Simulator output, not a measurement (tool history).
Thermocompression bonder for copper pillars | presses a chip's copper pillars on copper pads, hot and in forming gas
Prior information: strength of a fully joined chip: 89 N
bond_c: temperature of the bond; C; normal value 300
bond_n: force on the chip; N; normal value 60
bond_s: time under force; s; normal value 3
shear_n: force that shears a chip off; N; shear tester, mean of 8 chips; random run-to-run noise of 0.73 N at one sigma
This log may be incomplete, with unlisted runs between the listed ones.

run	day	bond_c	bond_n	bond_s	shear_n
1	0.000	300	60	3	52.2
2	0.738	300	60	3	51.6
3	1.375	300	60	3	50.2
4	1.933	300	60	3	50.6
5	2.704	300	60	3	49.7
6	3.012	300	60	2	45.4
7	3.712	300	60	2	45.7
8	4.150	300	60	3	51.3
9	4.492	300	60	3	51.3
# day 5.071: force cell calibrated
10	5.071	272	60	3	35.4
11	5.533	272	60	3	35.1
12	6.054	300	55	3	47.2
13	6.400	300	59	3	48.2
14	6.829	300	59	3	48.7
15	7.262	300	59	3	49.6
16	7.617	300	59	3	49.2
# day 7.708: forming gas filter changed
17	8.396	274	70	2	38.5
18	8.917	284	78	3	54.4
19	9.529	284	78	3	55.9
20	9.996	288	60	7	60.6
21	10.446	315	72	8	79.0
22	11.104	300	38	3	38.8
23	11.554	322	53	6	70.8
24	11.992	286	89	2	53.3
25	12.746	286	89	4	64.0
26	13.383	286	89	4	63.4
27	13.742	300	57	3	51.8
28	14.129	300	46	8	57.2
29	14.488	300	42	4	46.3
30	14.967	278	42	4	35.1
31	15.333	324	39	7	62.9

Below, some changes in shear_n between adjacent runs. For each, the amount present without the hidden state too (settings, incoming material, random variation) and the amount remaining for the hidden state with gauge scatter not shared by both compared results:
Hidden state at play: true temperature of the bond over the reading, C; force that reaches the chip, % of what is set; oxide that the forming gas leaves, % of the face; drift of the gauge itself on shear_n, %.
Run 11 -> 12: bond_c 272 -> 300, bond_n 60 -> 55. shear_n +12.1 N: hidden state -1.3, all else +13.4.
Run 16 -> 17: bond_c 300 -> 274, bond_n 59 -> 70, bond_s 3 -> 2, forming gas filter changed. shear_n -10.7 N: hidden state +5.0, all else -15.7.
Run 20 -> 21: bond_c 288 -> 315, bond_n 60 -> 72, bond_s 7 -> 8. shear_n +18.4 N: hidden state -1.1, all else +19.5.
Run 21 -> 22: bond_c 315 -> 300, bond_n 72 -> 38, bond_s 8 -> 3. shear_n -40.2 N: hidden state +0.9, all else -41.1.
Run 22 -> 23: bond_c 300 -> 322, bond_n 38 -> 53, bond_s 3 -> 6. shear_n +32.0 N: hidden state -0.6, all else +32.6.
Run 30 -> 31: bond_c 278 -> 324, bond_n 42 -> 39, bond_s 4 -> 7. shear_n +27.8 N: hidden state -0.9, all else +28.7.
